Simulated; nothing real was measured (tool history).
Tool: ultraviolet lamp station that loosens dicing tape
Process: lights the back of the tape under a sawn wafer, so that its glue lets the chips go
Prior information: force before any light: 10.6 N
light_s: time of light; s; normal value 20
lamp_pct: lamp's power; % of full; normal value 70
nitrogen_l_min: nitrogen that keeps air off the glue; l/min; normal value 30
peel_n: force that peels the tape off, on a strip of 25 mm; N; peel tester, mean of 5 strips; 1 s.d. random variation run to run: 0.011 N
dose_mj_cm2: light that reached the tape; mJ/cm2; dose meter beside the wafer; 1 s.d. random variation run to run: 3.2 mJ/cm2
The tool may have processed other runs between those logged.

| run | hour | light_s | lamp_pct | nitrogen_l_min | peel_n | dose_mj_cm2 |
|---|---|---|---|---|---|---|
| 1 | 0 | 20 | 70 | 30 | 0.565 | 468 |
| 2 | 5.9 | 20 | 70 | 30 | 0.579 | 464 |
| 3 | 19.3 | 20 | 70 | 30 | 0.602 | 459 |
| 4 | 26.8 | 20 | 70 | 11 | 1.414 | 458 |
| 5 | 36.6 | 20 | 70 | 17 | 0.915 | 459 |
| 6 | 49 | 20 | 70 | 17 | 0.961 | 456 |
| 7 | 58.3 | 20 | 87 | 17 | 0.606 | 566 |
| 8 | 67.2 | 20 | 70 | 30 | 0.582 | 460 |
| 9 | 75.9 | 20 | 70 | 30 | 0.592 | 448 |
| 10 | 87.8 | 20 | 70 | 30 | 0.604 | 450 |
| 11 | 97.5 | 20 | 70 | 30 | 0.613 | 447 |
| 12 | 109.2 | 20 | 70 | 30 | 0.616 | 449 |
|  | 110.7 | window cleaned of glue's vapour |
| 13 | 118.7 | 20 | 70 | 30 | 0.673 | 425 |
| 14 | 124.4 | 20 | 77 | 30 | 0.541 | 469 |
| 15 | 135.6 | 20 | 77 | 30 | 0.557 | 467 |
|  | 146.4 | window cleaned of glue's vapour, once more |
| 16 | 146.4 | 20 | 70 | 30 | 0.536 | 480 |
| 17 | 153.2 | 20 | 70 | 30 | 0.526 | 476 |
| 18 | 162.4 | 20 | 70 | 30 | 0.522 | 479 |
| 19 | 176 | 20 | 70 | 30 | 0.555 | 478 |
| 20 | 186.5 | 20 | 70 | 30 | 0.544 | 473 |
| 21 | 193.3 | 23 | 63 | 35 | 0.451 | 495 |
| 22 | 205.3 | 23 | 78 | 13 | 0.686 | 602 |
| 23 | 212.1 | 23 | 78 | 13 | 0.71 | 602 |
| 24 | 224.3 | 16 | 85 | 30 | 0.588 | 455 |
| 25 | 235.9 | 14 | 84 | 20 | 1.135 | 393 |
| 26 | 245.5 | 14 | 84 | 20 | 1.14 | 395 |
| 27 | 253.7 | 20 | 87 | 37 | 0.34 | 578 |
| 28 | 264.6 | 22 | 94 | 30 | 0.292 | 682 |
| 29 | 272.7 | 20 | 70 | 58 | 0.365 | 463 |
| 30 | 281.2 | 20 | 70 | 58 | 0.379 | 464 |
| 31 | 289.2 | 20 | 70 | 58 | 0.352 | 458 |
| 32 | 301.4 | 16 | 68 | 30 | 0.98 | 359 |
| 33 | 307 | 18 | 77 | 23 | 0.74 | 453 |
| 34 | 318.6 | 11 | 97 | 30 | 1.021 | 345 |
| 35 | 328.9 | 20 | 81 | 51 | 0.332 | 526 |
| 36 | 336.4 | 39 | 70 | 30 | 0.245 | 882 |
| 37 | 344.6 | 12 | 63 | 10 | 3.701 | 246 |
| 38 | 356.1 | 11 | 62 | 54 | 1.611 | 219 |
| 39 | 365.2 | 20 | 70 | 35 | 0.536 | 448 |

5 options for the next run, each taken on its own from the tool as it stands now. Forecast them:
| A | 374.1 | 20 | 65 | 31 | ? | ? |
| B | 374.1 | 20 | 74 | 30 | ? | ? |
| C | 374.1 | 12 | 95 | 30 | ? | ? |
| D | 374.1 | 28 | 70 | 14 | ? | ? |
| E | 374.1 | 18 | 83 | 18 | ? | ? |

| run | peel_n | dose_mj_cm2 |
|---|---|---|
| A | 0.708 | 414 |
| B | 0.547 | 473 |
| C | 0.927 | 363 |
| D | 0.598 | 625 |
| E | 0.815 | 476 |
With no hidden state in the tool, these same runs would have given:
| run | peel_n | dose_mj_cm2 |
|---|---|---|
| A | 0.552 | 467 |
| B | 0.432 | 534 |
| C | 0.723 | 410 |
| D | 0.468 | 705 |
| E | 0.633 | 538 |
